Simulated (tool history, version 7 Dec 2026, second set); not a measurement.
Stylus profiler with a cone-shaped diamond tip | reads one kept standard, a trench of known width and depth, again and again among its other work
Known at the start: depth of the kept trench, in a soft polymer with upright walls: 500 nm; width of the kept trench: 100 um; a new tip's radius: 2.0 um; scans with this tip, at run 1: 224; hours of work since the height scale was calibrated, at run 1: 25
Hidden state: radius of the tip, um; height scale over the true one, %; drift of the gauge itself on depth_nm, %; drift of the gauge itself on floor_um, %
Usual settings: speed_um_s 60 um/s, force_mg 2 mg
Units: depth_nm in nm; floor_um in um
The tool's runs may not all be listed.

| run | hour | speed_um_s | force_mg | scans with this tip | hours of work since the height scale was calibrated | depth_nm | floor_um |
|---|---|---|---|---|---|---|---|
| 1 | 0 | 60 | 2 | 224 | 25 | 502.59 | 97.14 |
| 2 | 14.2 | 42 | 2 | 295 | 33 | 502.62 | 97.25 |
| 3 | 28.2 | 60 | 0.79 | 364 | 40 | 501.36 | 97.08 |
| 4 | 39.1 | 18 | 0.79 | 419 | 46 | 501.39 | 97.26 |
| 5 | 53.3 | 20 | 2 | 489 | 54 | 502.41 | 97.24 |
| 6 | 65.7 | 60 | 4.4 | 551 | 61 | 504.27 | 97.2 |
| 7 | 83.9 | 60 | 2 | 641 | 71 | 502.59 | 97.16 |
| 8 | 98.3 | 60 | 2 | 713 | 79 | 502.44 | 97.22 |
| 9 | 108.3 | 60 | 2 | 763 | 84 | 502.37 | 97.21 |
| 10 | 121.2 | 93 | 2 | 827 | 91 | 502.56 | 97.06 |
| 11 | 139.8 | 60 | 5.06 | 919 | 102 | 504.77 | 97.3 |
| 12 | 149.3 | 47 | 2 | 967 | 107 | 502.55 | 97.26 |
| 13 | 159.9 | 47 | 2 | 1019 | 113 | 502.3 | 97.21 |
| 14 | 169.9 | 74 | 1.37 | 1069 | 118 | 501.82 | 97.09 |
| 15 | 180.7 | 54 | 1.69 | 1123 | 124 | 502.27 | 97.17 |
| 16 | 189.1 | 16 | 0.92 | 1164 | 129 | 501.42 | 97.3 |
| 17 | 203.7 | 26 | 2.48 | 1237 | 137 | 502.91 | 97.3 |
| 18 | 213.1 | 34 | 2.48 | 1284 | 142 | 502.93 | 97.27 |
| 19 | 221.6 | 17 | 1.27 | 1326 | 147 | 501.81 | 97.24 |
| 20 | 237.3 | 18 | 5.66 | 1404 | 155 | 505.02 | 97.31 |
| 21 | 255.2 | 18 | 5.66 | 1493 | 165 | 504.94 | 97.39 |
| 22 | 270.8 | 214 | 0.71 | 1571 | 174 | 501.17 | 96.29 |
| 23 | 291.3 | 40 | 0.68 | 1673 | 185 | 501.08 | 97.16 |
| 24 | 305.1 | 54 | 2.74 | 1741 | 192 | 503.02 | 97.24 |

Forecast each of these 4 alternatives for the next run:
| A | 314.8 | 203 | 4.8 | 1790 | 198 | ? | ? |
| B | 314.8 | 218 | 2.3 | 1790 | 198 | ? | ? |
| C | 314.8 | 54 | 0.94 | 1790 | 198 | ? | ? |
| D | 314.8 | 209 | 4.62 | 1790 | 198 | ? | ? |

| run | depth_nm | floor_um |
|---|---|---|
| A | 504.53 | 96.92 |
| B | 502.69 | 96.72 |
| C | 501.42 | 97.08 |
| D | 504.36 | 96.93 |
Without the tool's hidden state the same runs would have given:
| run | depth_nm | floor_um |
|---|---|---|
| A | 504.53 | 96.92 |
| B | 502.69 | 96.72 |
| C | 501.42 | 97.08 |
| D | 504.36 | 96.93 |
